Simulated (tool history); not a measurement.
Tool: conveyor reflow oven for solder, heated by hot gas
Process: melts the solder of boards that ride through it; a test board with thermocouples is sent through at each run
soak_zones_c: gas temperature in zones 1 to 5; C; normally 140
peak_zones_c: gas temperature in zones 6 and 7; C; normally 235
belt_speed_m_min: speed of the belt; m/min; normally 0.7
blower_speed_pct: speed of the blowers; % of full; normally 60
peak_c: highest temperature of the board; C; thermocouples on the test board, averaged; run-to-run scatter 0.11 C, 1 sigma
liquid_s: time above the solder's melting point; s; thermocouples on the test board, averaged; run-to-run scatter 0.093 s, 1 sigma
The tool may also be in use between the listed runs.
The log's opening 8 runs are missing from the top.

{"run": 9, "day": 13.725, "soak_zones_c": 140, "peak_zones_c": 239, "belt_speed_m_min": 0.7, "blower_speed_pct": 60, "peak_c": 218.7, "liquid_s": 51.81}
{"run": 10, "day": 15.771, "soak_zones_c": 140, "peak_zones_c": 239, "belt_speed_m_min": 0.7, "blower_speed_pct": 60, "peak_c": 218.6, "liquid_s": 51.88}
{"run": 11, "day": 17.054, "soak_zones_c": 140, "peak_zones_c": 239, "belt_speed_m_min": 0.7, "blower_speed_pct": 60, "peak_c": 218.1, "liquid_s": 51.73}
{"day": 17.375, "done": "thermocouples of zones 6 and 7 changed"}
{"run": 12, "day": 18.492, "soak_zones_c": 140, "peak_zones_c": 239, "belt_speed_m_min": 0.7, "blower_speed_pct": 60, "peak_c": 215.4, "liquid_s": 49.48}
{"run": 13, "day": 19.892, "soak_zones_c": 140, "peak_zones_c": 235, "belt_speed_m_min": 0.7, "blower_speed_pct": 62, "peak_c": 212.9, "liquid_s": 47.68}
{"run": 14, "day": 21.292, "soak_zones_c": 140, "peak_zones_c": 235, "belt_speed_m_min": 0.7, "blower_speed_pct": 62, "peak_c": 212.7, "liquid_s": 47.57}
{"run": 15, "day": 23.288, "soak_zones_c": 140, "peak_zones_c": 235, "belt_speed_m_min": 0.7, "blower_speed_pct": 62, "peak_c": 212.7, "liquid_s": 47.35}
{"run": 16, "day": 25.575, "soak_zones_c": 140, "peak_zones_c": 235, "belt_speed_m_min": 0.601, "blower_speed_pct": 53, "peak_c": 215.1, "liquid_s": 57.7}
{"day": 27.854, "done": "flux residue cleaned out of gas plates and filters"}
{"run": 17, "day": 28.267, "soak_zones_c": 128, "peak_zones_c": 235, "belt_speed_m_min": 0.736, "blower_speed_pct": 60, "peak_c": 208.7, "liquid_s": 38.21}
{"run": 18, "day": 30.725, "soak_zones_c": 141, "peak_zones_c": 235, "belt_speed_m_min": 0.803, "blower_speed_pct": 60, "peak_c": 208.4, "liquid_s": 37.34}
{"run": 19, "day": 32.904, "soak_zones_c": 141, "peak_zones_c": 235, "belt_speed_m_min": 0.803, "blower_speed_pct": 60, "peak_c": 208, "liquid_s": 37.26}
{"run": 20, "day": 34.679, "soak_zones_c": 140, "peak_zones_c": 235, "belt_speed_m_min": 0.634, "blower_speed_pct": 68, "peak_c": 219.1, "liquid_s": 58.81}
{"run": 21, "day": 36.212, "soak_zones_c": 140, "peak_zones_c": 236, "belt_speed_m_min": 0.762, "blower_speed_pct": 60, "peak_c": 210.3, "liquid_s": 41.08}
{"run": 22, "day": 37.758, "soak_zones_c": 142, "peak_zones_c": 236, "belt_speed_m_min": 0.762, "blower_speed_pct": 60, "peak_c": 210.8, "liquid_s": 42.12}
{"run": 23, "day": 39.721, "soak_zones_c": 142, "peak_zones_c": 236, "belt_speed_m_min": 0.762, "blower_speed_pct": 60, "peak_c": 210.5, "liquid_s": 41.98}
{"run": 24, "day": 42.292, "soak_zones_c": 142, "peak_zones_c": 236, "belt_speed_m_min": 0.762, "blower_speed_pct": 60, "peak_c": 210.3, "liquid_s": 41.6}
{"day": 43.525, "done": "flux residue cleaned out of gas plates and filters"}
{"run": 25, "day": 45.096, "soak_zones_c": 142, "peak_zones_c": 236, "belt_speed_m_min": 0.782, "blower_speed_pct": 70, "peak_c": 215.1, "liquid_s": 45}
{"run": 26, "day": 47.667, "soak_zones_c": 142, "peak_zones_c": 236, "belt_speed_m_min": 0.782, "blower_speed_pct": 70, "peak_c": 214.9, "liquid_s": 44.6}
{"day": 48.679, "done": "belt drive overhauled, speed set with a stopwatch"}
{"run": 27, "day": 50.338, "soak_zones_c": 135, "peak_zones_c": 227, "belt_speed_m_min": 0.638, "blower_speed_pct": 55, "peak_c": 208, "liquid_s": 45.95}
{"run": 28, "day": 51.754, "soak_zones_c": 135, "peak_zones_c": 227, "belt_speed_m_min": 0.638, "blower_speed_pct": 55, "peak_c": 207.8, "liquid_s": 45.8}
{"run": 29, "day": 54.362, "soak_zones_c": 130, "peak_zones_c": 240, "belt_speed_m_min": 0.724, "blower_speed_pct": 71, "peak_c": 217.7, "liquid_s": 46.89}
{"run": 30, "day": 55.967, "soak_zones_c": 153, "peak_zones_c": 241, "belt_speed_m_min": 0.701, "blower_speed_pct": 76, "peak_c": 225.6, "liquid_s": 61.22}

Below are 3 alternative next runs, each starting from the tool's condition after run 30. Predict each:
{"run": "A", "day": 58.029, "soak_zones_c": 153, "peak_zones_c": 229, "belt_speed_m_min": 0.698, "blower_speed_pct": 76, "peak_c": "?", "liquid_s": "?"}
{"run": "B", "day": 58.029, "soak_zones_c": 153, "peak_zones_c": 241, "belt_speed_m_min": 0.747, "blower_speed_pct": 60, "peak_c": "?", "liquid_s": "?"}
{"run": "C", "day": 58.029, "soak_zones_c": 153, "peak_zones_c": 228, "belt_speed_m_min": 0.626, "blower_speed_pct": 76, "peak_c": "?", "liquid_s": "?"}

run=A peak_c=215.6 liquid_s=55.55
run=B peak_c=218.8 liquid_s=52.73
run=C peak_c=217.9 liquid_s=64.29
With no hidden state in the tool, these same runs would have given:
run=A peak_c=215 liquid_s=55.41
run=B peak_c=218.5 liquid_s=52.7
run=C peak_c=216.9 liquid_s=63.89

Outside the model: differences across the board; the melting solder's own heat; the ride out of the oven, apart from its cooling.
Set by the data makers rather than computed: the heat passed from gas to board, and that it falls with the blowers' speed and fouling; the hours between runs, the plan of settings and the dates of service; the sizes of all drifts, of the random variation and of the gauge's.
